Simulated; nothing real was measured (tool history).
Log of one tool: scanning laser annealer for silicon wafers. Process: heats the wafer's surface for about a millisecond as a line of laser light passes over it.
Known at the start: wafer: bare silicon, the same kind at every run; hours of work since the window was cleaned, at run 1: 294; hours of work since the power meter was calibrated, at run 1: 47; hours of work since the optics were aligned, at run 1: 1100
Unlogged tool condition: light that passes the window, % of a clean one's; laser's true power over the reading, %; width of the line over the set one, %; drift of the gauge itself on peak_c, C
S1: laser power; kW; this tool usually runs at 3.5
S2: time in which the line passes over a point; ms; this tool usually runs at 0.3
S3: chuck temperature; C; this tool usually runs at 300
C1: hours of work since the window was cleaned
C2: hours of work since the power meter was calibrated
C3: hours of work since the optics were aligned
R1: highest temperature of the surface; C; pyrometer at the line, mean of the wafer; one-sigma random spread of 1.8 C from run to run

run,hour,S1,S2,S3,C1,C2,C3,R1
1,0,3.5,0.3,300,294,47,1100,1001
2,33.1,3.5,0.3,280,309,62,1115,984
3,92.9,3.5,0.344,280,335,89,1141,1032
4,146.4,3.5,0.265,300,359,112,1165,957
5,187.2,3.5,0.265,300,377,130,1183,954
6,241.1,3.5,0.265,300,401,154,1207,956
7,288.9,3.5,0.265,300,422,175,1228,949
8,342.1,3.5,0.3,300,446,199,1252,989
9,388.7,3.558,0.3,300,466,220,1272,1006
10,448,3.558,0.3,300,493,246,1299,1004
11,490.1,3.558,0.3,300,511,265,1317,1002
12,522.9,3.558,0.3,300,526,279,1332,1002
13,573.1,3.558,0.3,320,548,301,1354,1018
14,598.3,3.558,0.3,320,559,313,1365,1018
15,644,3.036,0.3,320,580,333,1386,880
16,681.5,3.036,0.227,272,596,349,1402,763
17,710,3.108,0.228,308,609,362,1415,814
18,744.2,3.439,0.228,264,624,377,1430,845
19,796,3.439,0.228,264,647,400,1453,839
20,829.3,3.5,0.3,339,662,415,1468,1016
21,858.5,3.5,0.3,339,675,428,1481,1015
22,888.1,3.5,0.3,339,688,441,1494,1013
23,912.5,3.5,0.3,339,699,452,1505,1009
24,968.7,3.442,0.237,301,724,477,1529,887
25,997.2,3.5,0.276,283,736,489,1542,928
26,1021.4,3.106,0.239,300,747,500,1553,809
27,1049.7,3.024,0.3,300,759,513,1565,848
28,1089.8,3.369,0.3,284,777,530,1583,918
29,1115.9,3.369,0.3,284,789,542,1595,915

Here are 4 independent what-if runs from the current tool condition. What would each one return?
A,1163.1,3.369,0.22,322,810,563,1616,?
B,1163.1,3.788,0.279,300,810,563,1616,?
C,1163.1,3.5,0.285,268,810,563,1616,?
D,1163.1,3.369,0.3,266,810,563,1616,?

run,R1
A,862
B,1012
C,917
D,898
Stripped of hidden state, with their random variation kept, the same runs would have yielded:
run,R1
A,922
B,1091
C,990
D,969
